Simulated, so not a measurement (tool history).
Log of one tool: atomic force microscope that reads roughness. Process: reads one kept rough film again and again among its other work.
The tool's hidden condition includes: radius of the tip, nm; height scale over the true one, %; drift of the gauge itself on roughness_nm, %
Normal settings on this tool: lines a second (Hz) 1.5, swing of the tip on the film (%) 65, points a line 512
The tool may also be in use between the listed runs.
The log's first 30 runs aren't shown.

run	day	lines a second (Hz)	swing of the tip on the film (%)	points a line	pictures with this tip	hours of work since the height scale was calibrated	roughness of the kept film (nm (root mean square))
31	22.042	0.78	65	397	204	846	2.66
32	22.754	3.2	55	1002	232	857	2.601
33	23.588	2.07	56	841	265	869	2.597
# day 23.767: new tip fitted
34	24.296	0.97	85	512	21	879	2.895
35	25.258	0.97	85	512	59	893	2.818
36	26.054	0.97	85	512	91	905	2.785
37	26.512	0.97	85	512	109	912	2.753
38	27.338	1.5	71	589	142	924	2.738
39	28.108	1.5	77	512	173	935	2.661
40	29.138	1.16	73	512	214	950	2.625
41	29.558	1.16	73	470	230	956	2.602
42	30.242	1.16	73	470	258	966	2.568
# day 30.654: new tip fitted
43	31.046	1.16	87	470	16	978	2.883
44	31.842	1.39	71	880	47	990	2.874
45	32.875	2.49	65	388	88	1005	2.797
46	33.717	2.49	65	388	122	1017	2.738
47	34.712	0.99	55	282	161	1032	2.717
48	35.471	0.51	73	261	191	1043	2.646
49	36.067	1.91	73	261	215	1052	2.545
50	36.825	1.27	73	313	245	1063	2.541
# day 37.533: new tip fitted
51	37.838	1.27	73	313	11	1077	2.932
52	38.504	1.13	72	514	38	1087	2.927
53	39.246	0.65	68	296	68	1098	2.875

Here are 4 independent what-if runs from the current tool condition. What would each one return?
A	39.671	0.87	59	618	84	1104	?
B	39.671	0.65	68	404	84	1104	?
C	39.671	0.65	68	455	84	1104	?
D	39.671	1.5	65	749	84	1104	?

run	roughness of the kept film (nm (root mean square))
A	2.891
B	2.879
C	2.87
D	2.836
Without the tool's hidden state the same runs would have given:
run	roughness of the kept film (nm (root mean square))
A	3.025
B	3.013
C	3.003
D	2.967

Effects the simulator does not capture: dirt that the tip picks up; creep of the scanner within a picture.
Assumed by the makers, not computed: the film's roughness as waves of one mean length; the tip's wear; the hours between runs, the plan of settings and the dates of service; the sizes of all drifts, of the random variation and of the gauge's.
